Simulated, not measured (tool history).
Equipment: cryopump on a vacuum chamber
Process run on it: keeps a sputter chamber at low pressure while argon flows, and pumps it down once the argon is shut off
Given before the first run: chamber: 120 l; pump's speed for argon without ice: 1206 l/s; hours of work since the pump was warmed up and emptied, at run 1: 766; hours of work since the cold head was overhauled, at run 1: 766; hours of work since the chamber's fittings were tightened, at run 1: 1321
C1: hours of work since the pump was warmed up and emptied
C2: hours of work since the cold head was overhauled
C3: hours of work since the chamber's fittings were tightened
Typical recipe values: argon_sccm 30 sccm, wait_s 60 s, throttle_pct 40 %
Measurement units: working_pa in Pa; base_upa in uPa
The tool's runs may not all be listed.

run 1 hour=0.0 | argon_sccm=30 wait_s=60 throttle_pct=40 | C1=766 C2=766 C3=1321 | working_pa=0.1213 base_upa=2.27
run 2 hour=48.9 | argon_sccm=30 wait_s=241 throttle_pct=40 | C1=787 C2=787 C3=1341 | working_pa=0.1221 base_upa=1.64
run 3 hour=75.9 | argon_sccm=30 wait_s=60 throttle_pct=27 | C1=798 C2=798 C3=1353 | working_pa=0.1723 base_upa=2.34
-- hour=83.7 pump warmed up, emptied and cooled again
run 4 hour=115.0 | argon_sccm=30 wait_s=60 throttle_pct=27 | C1=13 C2=812 C3=1367 | working_pa=0.1563 base_upa=1.92
run 5 hour=137.7 | argon_sccm=30 wait_s=60 throttle_pct=27 | C1=22 C2=821 C3=1376 | working_pa=0.1559 base_upa=1.96
run 6 hour=160.0 | argon_sccm=30 wait_s=60 throttle_pct=51 | C1=32 C2=831 C3=1385 | working_pa=0.0840 base_upa=1.93
run 7 hour=182.2 | argon_sccm=30 wait_s=60 throttle_pct=51 | C1=41 C2=840 C3=1395 | working_pa=0.0834 base_upa=2.03
run 8 hour=214.1 | argon_sccm=30 wait_s=54 throttle_pct=51 | C1=54 C2=853 C3=1408 | working_pa=0.0843 base_upa=2.10
run 9 hour=240.5 | argon_sccm=30 wait_s=54 throttle_pct=26 | C1=65 C2=864 C3=1419 | working_pa=0.1642 base_upa=2.09
run 10 hour=271.7 | argon_sccm=30 wait_s=54 throttle_pct=26 | C1=78 C2=877 C3=1432 | working_pa=0.1626 base_upa=2.14
run 11 hour=316.9 | argon_sccm=30 wait_s=60 throttle_pct=40 | C1=97 C2=896 C3=1450 | working_pa=0.1073 base_upa=2.07
run 12 hour=360.9 | argon_sccm=30 wait_s=60 throttle_pct=40 | C1=115 C2=914 C3=1469 | working_pa=0.1077 base_upa=2.12
run 13 hour=384.1 | argon_sccm=30 wait_s=60 throttle_pct=40 | C1=124 C2=923 C3=1478 | working_pa=0.1074 base_upa=2.04
run 14 hour=430.8 | argon_sccm=30 wait_s=60 throttle_pct=40 | C1=144 C2=943 C3=1497 | working_pa=0.1069 base_upa=2.11
run 15 hour=459.7 | argon_sccm=30 wait_s=60 throttle_pct=40 | C1=156 C2=955 C3=1509 | working_pa=0.1085 base_upa=2.11
run 16 hour=489.6 | argon_sccm=30 wait_s=60 throttle_pct=40 | C1=168 C2=967 C3=1522 | working_pa=0.1086 base_upa=2.12
run 17 hour=525.7 | argon_sccm=30 wait_s=60 throttle_pct=40 | C1=183 C2=982 C3=1537 | working_pa=0.1075 base_upa=2.12
run 18 hour=550.4 | argon_sccm=30 wait_s=127 throttle_pct=22 | C1=193 C2=992 C3=1547 | working_pa=0.1951 base_upa=1.66
run 19 hour=599.3 | argon_sccm=23 wait_s=60 throttle_pct=37 | C1=213 C2=1012 C3=1567 | working_pa=0.0902 base_upa=2.09
run 20 hour=648.9 | argon_sccm=23 wait_s=60 throttle_pct=37 | C1=234 C2=1033 C3=1588 | working_pa=0.0905 base_upa=2.15
run 21 hour=682.9 | argon_sccm=23 wait_s=60 throttle_pct=37 | C1=248 C2=1047 C3=1602 | working_pa=0.0903 base_upa=2.18
run 22 hour=710.0 | argon_sccm=54 wait_s=60 throttle_pct=18 | C1=259 C2=1058 C3=1613 | working_pa=0.4274 base_upa=2.19
run 23 hour=741.0 | argon_sccm=17 wait_s=37 throttle_pct=28 | C1=272 C2=1071 C3=1626 | working_pa=0.0885 base_upa=2.84
run 24 hour=775.4 | argon_sccm=17 wait_s=37 throttle_pct=28 | C1=286 C2=1085 C3=1640 | working_pa=0.0879 base_upa=2.77
run 25 hour=804.0 | argon_sccm=14 wait_s=266 throttle_pct=22 | C1=298 C2=1097 C3=1652 | working_pa=0.0911 base_upa=1.56
run 26 hour=851.9 | argon_sccm=40 wait_s=32 throttle_pct=26 | C1=318 C2=1117 C3=1672 | working_pa=0.2240 base_upa=3.08
run 27 hour=886.1 | argon_sccm=40 wait_s=32 throttle_pct=26 | C1=332 C2=1131 C3=1686 | working_pa=0.2238 base_upa=3.17
run 28 hour=913.3 | argon_sccm=22 wait_s=35 throttle_pct=40 | C1=343 C2=1142 C3=1697 | working_pa=0.0818 base_upa=2.98
run 29 hour=941.4 | argon_sccm=22 wait_s=35 throttle_pct=40 | C1=355 C2=1154 C3=1709 | working_pa=0.0814 base_upa=2.99
run 30 hour=966.1 | argon_sccm=22 wait_s=35 throttle_pct=40 | C1=365 C2=1164 C3=1719 | working_pa=0.0821 base_upa=3.06
run 31 hour=1014.7 | argon_sccm=22 wait_s=35 throttle_pct=40 | C1=385 C2=1184 C3=1739 | working_pa=0.0828 base_upa=3.03
run 32 hour=1044.2 | argon_sccm=43 wait_s=35 throttle_pct=49 | C1=398 C2=1197 C3=1751 | working_pa=0.1326 base_upa=3.08
run 33 hour=1071.6 | argon_sccm=16 wait_s=43 throttle_pct=21 | C1=409 C2=1208 C3=1763 | working_pa=0.1116 base_upa=2.73
run 34 hour=1095.4 | argon_sccm=16 wait_s=53 throttle_pct=18 | C1=419 C2=1218 C3=1773 | working_pa=0.1291 base_upa=2.53

Below, some changes in working_pa between adjacent runs. For each, the amount present without the hidden state too (settings, incoming material, random variation) and the amount remaining for the hidden state with gauge scatter not shared by both compared results:
The tool's hidden condition here consists of: pump's speed, % of a pump's without ice; cold plate's temperature, K; leak into the chamber, uPa l/s; drift of the gauge itself on working_pa, %; drift of the gauge itself on base_upa, %.
Run 3 -> 4: pump warmed up, emptied and cooled again. working_pa -0.0160 Pa: hidden state -0.0162, all else +0.0002.
Run 21 -> 22: argon_sccm 23 -> 54, throttle_pct 37 -> 18. working_pa +0.3371 Pa: hidden state +0.0050, all else +0.3321.
Run 22 -> 23: argon_sccm 54 -> 17, wait_s 60 -> 37, throttle_pct 18 -> 28. working_pa -0.3389 Pa: hidden state -0.0056, all else -0.3333.
Run 27 -> 28: argon_sccm 40 -> 22, wait_s 32 -> 35, throttle_pct 26 -> 40. working_pa -0.1420 Pa: hidden state -0.0035, all else -0.1385.
Run 32 -> 33: argon_sccm 43 -> 16, wait_s 35 -> 43, throttle_pct 49 -> 21. working_pa -0.0210 Pa: hidden state -0.0063, all else -0.0147.
